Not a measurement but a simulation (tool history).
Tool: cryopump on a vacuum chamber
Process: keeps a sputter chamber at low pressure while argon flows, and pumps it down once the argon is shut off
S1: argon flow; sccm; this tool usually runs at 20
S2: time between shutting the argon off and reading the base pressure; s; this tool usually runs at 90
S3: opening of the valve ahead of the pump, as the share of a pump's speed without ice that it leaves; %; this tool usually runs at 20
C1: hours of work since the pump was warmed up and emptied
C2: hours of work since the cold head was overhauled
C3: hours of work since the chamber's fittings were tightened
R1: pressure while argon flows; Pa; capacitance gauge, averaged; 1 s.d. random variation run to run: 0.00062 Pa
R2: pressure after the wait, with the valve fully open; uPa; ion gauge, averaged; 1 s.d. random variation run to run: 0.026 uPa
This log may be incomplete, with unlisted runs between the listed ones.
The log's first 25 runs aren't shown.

run	hour	S1	S2	S3	C1	C2	C3	R1	R2
26	322.6	19	33	18	260	260	3155	0.1334	4.12
27	330.4	19	33	18	265	265	3160	0.1334	4.18
28	344.1	23	33	18	274	274	3169	0.1624	4.19
29	353.1	19	155	20	280	280	3174	0.1195	2.23
30	365.9	15	58	22	288	288	3182	0.0862	3.21
31	380.3	15	58	33	297	297	3191	0.0587	3.08
32	390.5	36	58	31	303	303	3198	0.1479	3.09
# hour 400.4: leaking fittings of the chamber tightened, without venting
33	404.0	20	90	30	310	310	2	0.0852	1.12

Here are 3 independent what-if runs from the current tool condition. What would each one return?
A	417.4	20	150	30	319	319	11	?	?
B	417.4	11	90	44	319	319	11	?	?
C	417.4	20	71	30	319	319	11	?	?

run	R1	R2
A	0.0842	0.76
B	0.0315	1.13
C	0.0837	1.38
With the hidden condition removed and each run's random variation left untouched, the same runs would have given:
run	R1	R2
A	0.0825	0.74
B	0.0305	1.10
C	0.0819	1.36

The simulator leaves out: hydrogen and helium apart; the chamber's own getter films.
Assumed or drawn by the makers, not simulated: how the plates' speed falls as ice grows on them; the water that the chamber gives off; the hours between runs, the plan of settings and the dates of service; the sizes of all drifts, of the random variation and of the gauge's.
